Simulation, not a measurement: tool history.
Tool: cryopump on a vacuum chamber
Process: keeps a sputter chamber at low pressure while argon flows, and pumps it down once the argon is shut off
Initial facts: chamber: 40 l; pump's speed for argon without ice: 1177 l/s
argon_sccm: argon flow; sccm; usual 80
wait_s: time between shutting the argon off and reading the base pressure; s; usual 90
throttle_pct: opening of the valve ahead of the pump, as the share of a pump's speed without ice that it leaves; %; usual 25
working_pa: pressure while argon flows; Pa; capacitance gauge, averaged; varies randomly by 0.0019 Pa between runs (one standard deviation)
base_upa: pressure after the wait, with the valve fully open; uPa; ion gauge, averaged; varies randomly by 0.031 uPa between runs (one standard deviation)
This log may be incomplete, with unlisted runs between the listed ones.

run,hour,argon_sccm,wait_s,throttle_pct,working_pa,base_upa
1,0,80,90,25,0.4917,2.31
2,65.8,80,90,41,0.3152,2.42
3,110.2,80,90,41,0.317,2.37
# hour 139.7: pump warmed up, emptied and cooled again
4,157.9,80,90,41,0.2854,2.13
5,252,49,90,25,0.2857,2.22
6,342.1,49,90,25,0.2911,2.22
7,392.2,49,90,25,0.2917,2.26
8,435.9,49,90,25,0.2908,2.34
9,522.3,80,90,25,0.4851,2.48
10,583,80,90,47,0.2761,2.5
11,645.3,144,90,25,0.8881,2.45
12,692.2,144,90,25,0.8918,2.58
# hour 703.8: pump warmed up, emptied and cooled again
13,788.5,144,90,25,0.8363,2.37
14,834.6,144,90,25,0.8478,2.3
15,922.6,144,90,25,0.857,2.34
16,1005.9,144,90,25,0.8659,2.45
17,1060.1,80,90,42,0.2957,2.52
18,1130,126,51,25,0.7653,3.6
19,1221.7,126,51,25,0.7824,3.66
20,1259.9,53,134,40,0.2134,2.21
# hour 1273: pump warmed up, emptied and cooled again
21,1357.7,78,29,16,0.7125,5.34
22,1423.5,44,54,16,0.4021,3.31
23,1517.5,44,54,16,0.4032,3.41
24,1573.1,44,54,16,0.4027,3.59
25,1653.7,80,205,25,0.4825,1.81
26,1725.7,80,58,47,0.2725,3.43
27,1804.1,80,58,47,0.2781,3.59
# hour 1838.4: pump warmed up, emptied and cooled again
28,1850.9,35,58,47,0.1093,3.27
29,1913.6,35,235,47,0.1089,1.72
30,1974.2,35,235,47,0.1116,1.72
# hour 2013.3: leaking fittings of the chamber tightened, without venting
31,2068,35,235,47,0.1128,0.89
32,2126.9,80,59,33,0.3671,2.37
33,2178.1,80,59,33,0.3683,2.49
34,2259,80,90,50,0.2585,1.66

Hidden state or all else? Some run-to-run changes of working_pa, split into what the settings, what came in and random variation would give without the hidden state, and what is left for the hidden state (with any gauge scatter that isn't in both results):
Hidden state present: pump's speed, % of a pump's without ice; cold plate's temperature, K; leak into the chamber, uPa l/s; drift of the gauge itself on working_pa, %; drift of the gauge itself on base_upa, %.
Run 3 -> 4: pump warmed up, emptied and cooled again. working_pa -0.0316 Pa: hidden state -0.0327, all else +0.0011.
Run 10 -> 11: argon_sccm 80 -> 144, throttle_pct 47 -> 25. working_pa +0.612 Pa: hidden state +0.0317, all else +0.5803.
Run 12 -> 13: pump warmed up, emptied and cooled again. working_pa -0.0555 Pa: hidden state -0.0545, all else -0.001.
Run 16 -> 17: argon_sccm 144 -> 80, throttle_pct 25 -> 42. working_pa -0.5702 Pa: hidden state -0.0122, all else -0.558.
Run 19 -> 20: argon_sccm 126 -> 53, wait_s 51 -> 134, throttle_pct 25 -> 40. working_pa -0.569 Pa: hidden state -0.0298, all else -0.5392.
Run 27 -> 28: argon_sccm 80 -> 35, pump warmed up, emptied and cooled again. working_pa -0.1688 Pa: hidden state -0.0325, all else -0.1363.
